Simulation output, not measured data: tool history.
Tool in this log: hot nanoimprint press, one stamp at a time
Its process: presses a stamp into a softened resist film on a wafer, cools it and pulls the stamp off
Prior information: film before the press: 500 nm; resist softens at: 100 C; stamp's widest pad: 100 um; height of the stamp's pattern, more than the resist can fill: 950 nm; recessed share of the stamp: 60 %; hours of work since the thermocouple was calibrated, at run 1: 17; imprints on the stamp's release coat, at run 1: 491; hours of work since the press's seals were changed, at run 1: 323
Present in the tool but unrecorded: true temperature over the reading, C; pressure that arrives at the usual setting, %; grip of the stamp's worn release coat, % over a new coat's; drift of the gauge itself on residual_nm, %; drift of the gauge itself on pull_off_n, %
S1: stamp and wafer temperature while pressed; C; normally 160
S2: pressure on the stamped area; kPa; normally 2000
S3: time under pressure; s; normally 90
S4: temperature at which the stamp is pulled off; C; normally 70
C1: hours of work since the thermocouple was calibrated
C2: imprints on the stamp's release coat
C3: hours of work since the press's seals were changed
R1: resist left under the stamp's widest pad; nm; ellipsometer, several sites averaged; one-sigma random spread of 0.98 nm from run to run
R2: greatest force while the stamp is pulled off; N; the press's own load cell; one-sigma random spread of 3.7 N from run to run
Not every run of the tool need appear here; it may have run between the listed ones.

{"run": 1, "day": 0.0, "S1": 160, "S2": 2000, "S3": 90, "S4": 70, "C1": 17, "C2": 491, "C3": 323, "R1": 244.9, "R2": 201}
{"run": 2, "day": 1.354, "S1": 160, "S2": 2000, "S3": 90, "S4": 70, "C1": 40, "C2": 656, "C3": 346, "R1": 245.4, "R2": 212}
{"run": 3, "day": 2.183, "S1": 160, "S2": 2000, "S3": 90, "S4": 70, "C1": 54, "C2": 757, "C3": 361, "R1": 243.8, "R2": 213}
{"run": 4, "day": 3.379, "S1": 160, "S2": 2000, "S3": 90, "S4": 70, "C1": 74, "C2": 902, "C3": 381, "R1": 246.6, "R2": 214}
{"run": 5, "day": 4.625, "S1": 160, "S2": 2000, "S3": 90, "S4": 55, "C1": 95, "C2": 1054, "C3": 402, "R1": 246.4, "R2": 266}
{"run": 6, "day": 5.679, "S1": 160, "S2": 2000, "S3": 90, "S4": 55, "C1": 113, "C2": 1182, "C3": 420, "R1": 245.9, "R2": 262}
{"run": 7, "day": 6.592, "S1": 160, "S2": 2000, "S3": 90, "S4": 55, "C1": 129, "C2": 1293, "C3": 435, "R1": 247.3, "R2": 280}
{"run": 8, "day": 7.25, "S1": 160, "S2": 2000, "S3": 90, "S4": 69, "C1": 140, "C2": 1373, "C3": 447, "R1": 247.1, "R2": 257}
{"run": 9, "day": 8.204, "S1": 160, "S2": 2000, "S3": 90, "S4": 70, "C1": 156, "C2": 1489, "C3": 463, "R1": 247.8, "R2": 259}
{"run": 10, "day": 8.812, "S1": 160, "S2": 2000, "S3": 90, "S4": 70, "C1": 167, "C2": 1563, "C3": 473, "R1": 247.2, "R2": 264}
{"run": 11, "day": 10.121, "S1": 160, "S2": 2000, "S3": 90, "S4": 70, "C1": 189, "C2": 1722, "C3": 495, "R1": 248.4, "R2": 281}
{"day": 10.983, "done": "stamp cleaned and given a new release coat"}
{"run": 12, "day": 11.421, "S1": 160, "S2": 2000, "S3": 90, "S4": 70, "C1": 207, "C2": 54, "C3": 513, "R1": 250.3, "R2": 181}
{"run": 13, "day": 12.054, "S1": 160, "S2": 2000, "S3": 90, "S4": 70, "C1": 217, "C2": 130, "C3": 524, "R1": 249.9, "R2": 187}
{"run": 14, "day": 12.85, "S1": 160, "S2": 2000, "S3": 90, "S4": 70, "C1": 231, "C2": 227, "C3": 538, "R1": 249.9, "R2": 185}
{"run": 15, "day": 13.912, "S1": 160, "S2": 2000, "S3": 90, "S4": 70, "C1": 249, "C2": 356, "C3": 556, "R1": 248.3, "R2": 192}
{"day": 14.321, "done": "press's hydraulic seals changed and the load cell set to zero"}
{"run": 16, "day": 15.358, "S1": 152, "S2": 1870, "S3": 127, "S4": 69, "C1": 268, "C2": 492, "C3": 18, "R1": 300.1, "R2": 199}
{"run": 17, "day": 16.075, "S1": 158, "S2": 2000, "S3": 71, "S4": 57, "C1": 280, "C2": 579, "C3": 30, "R1": 282.7, "R2": 234}
{"run": 18, "day": 17.129, "S1": 153, "S2": 1720, "S3": 57, "S4": 69, "C1": 298, "C2": 707, "C3": 48, "R1": 372.9, "R2": 217}
{"run": 19, "day": 18.096, "S1": 153, "S2": 2000, "S3": 90, "S4": 70, "C1": 314, "C2": 824, "C3": 64, "R1": 312.5, "R2": 219}
{"run": 20, "day": 19.054, "S1": 153, "S2": 2000, "S3": 90, "S4": 70, "C1": 331, "C2": 941, "C3": 80, "R1": 312.9, "R2": 228}
{"run": 21, "day": 20.004, "S1": 160, "S2": 2000, "S3": 90, "S4": 69, "C1": 347, "C2": 1057, "C3": 97, "R1": 247.3, "R2": 242}
{"run": 22, "day": 21.012, "S1": 160, "S2": 2000, "S3": 90, "S4": 69, "C1": 364, "C2": 1179, "C3": 114, "R1": 245.4, "R2": 239}
{"run": 23, "day": 22.438, "S1": 148, "S2": 1420, "S3": 46, "S4": 65, "C1": 388, "C2": 1352, "C3": 138, "R1": 444.2, "R2": 257}
{"run": 24, "day": 23.283, "S1": 151, "S2": 1710, "S3": 126, "S4": 75, "C1": 403, "C2": 1455, "C3": 152, "R1": 328.5, "R2": 245}
{"run": 25, "day": 24.196, "S1": 151, "S2": 1710, "S3": 126, "S4": 75, "C1": 418, "C2": 1566, "C3": 168, "R1": 327.8, "R2": 253}
{"day": 24.933, "done": "plate thermocouple calibrated"}
{"run": 26, "day": 24.933, "S1": 151, "S2": 1710, "S3": 126, "S4": 75, "C1": 0, "C2": 1641, "C3": 178, "R1": 322.6, "R2": 260}
{"run": 27, "day": 25.862, "S1": 151, "S2": 1710, "S3": 126, "S4": 75, "C1": 16, "C2": 1753, "C3": 194, "R1": 322.6, "R2": 262}
{"day": 26.542, "done": "stamp cleaned and given a new release coat"}
{"run": 28, "day": 27.367, "S1": 153, "S2": 1760, "S3": 90, "S4": 70, "C1": 37, "C2": 100, "C3": 215, "R1": 329.3, "R2": 180}
{"run": 29, "day": 28.8, "S1": 160, "S2": 2000, "S3": 119, "S4": 70, "C1": 61, "C2": 274, "C3": 240, "R1": 224.2, "R2": 189}
{"run": 30, "day": 29.608, "S1": 160, "S2": 2000, "S3": 119, "S4": 70, "C1": 75, "C2": 372, "C3": 253, "R1": 225.0, "R2": 201}

Below are 3 alternative next runs, each starting from the tool's condition after run 30. Predict each:
{"run": "A", "day": 30.875, "S1": 160, "S2": 1250, "S3": 100, "S4": 58, "C1": 97, "C2": 527, "C3": 275, "R1": "?", "R2": "?"}
{"run": "B", "day": 30.875, "S1": 159, "S2": 2000, "S3": 52, "S4": 56, "C1": 97, "C2": 527, "C3": 275, "R1": "?", "R2": "?"}
{"run": "C", "day": 30.875, "S1": 149, "S2": 2000, "S3": 90, "S4": 78, "C1": 97, "C2": 527, "C3": 275, "R1": "?", "R2": "?"}

run=A R1=301.3 R2=230
run=B R1=301.7 R2=217
run=C R1=352.8 R2=196
Without the tool's unlogged condition, the same runs would have read:
run=A R1=296.3 R2=197
run=B R1=295.7 R2=186
run=C R1=346.3 R2=168
